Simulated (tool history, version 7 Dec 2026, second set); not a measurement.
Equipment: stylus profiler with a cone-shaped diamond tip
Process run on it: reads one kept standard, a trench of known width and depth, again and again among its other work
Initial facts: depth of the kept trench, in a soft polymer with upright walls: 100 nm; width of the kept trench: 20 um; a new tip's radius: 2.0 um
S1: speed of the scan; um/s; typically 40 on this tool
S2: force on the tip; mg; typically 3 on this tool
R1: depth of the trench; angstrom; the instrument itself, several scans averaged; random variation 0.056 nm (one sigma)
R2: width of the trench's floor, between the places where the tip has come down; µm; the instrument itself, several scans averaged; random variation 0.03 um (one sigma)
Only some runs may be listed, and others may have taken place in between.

run	hour	S1	S2	R1	R2
1	0	40	3	1015.3	18.6
2	15.8	40	3	1014.9	18.54
3	41.6	40	3	1015.3	18.63
4	70.3	40	3	1015.6	18.56
5	96.3	40	3	1015.7	18.6
6	125.7	40	3	1016.2	18.6
7	158.5	40	3	1016	18.55
8	175.5	31	1.48	1009.4	18.53
9	197.7	40	1.49	1009.4	18.51
10	219.7	40	1.49	1009.7	18.52
11	234.3	23	3	1014.6	18.59

Branching from run 11: 5 alternative next runs. What would each branch give?
A	261	12	2.91	?	?
B	261	41	1.03	?	?
C	261	40	3.25	?	?
D	261	50	3.93	?	?
E	261	134	4.52	?	?

run	R1	R2
A	1013.8	18.68
B	1007.9	18.51
C	1016	18.6
D	1019.3	18.57
E	1021.1	18.29
With the hidden condition removed and each run's random variation left untouched, the same runs would have given:
run	R1	R2
A	1013.8	18.68
B	1007.9	18.51
C	1016	18.6
D	1019.3	18.58
E	1021.1	18.3
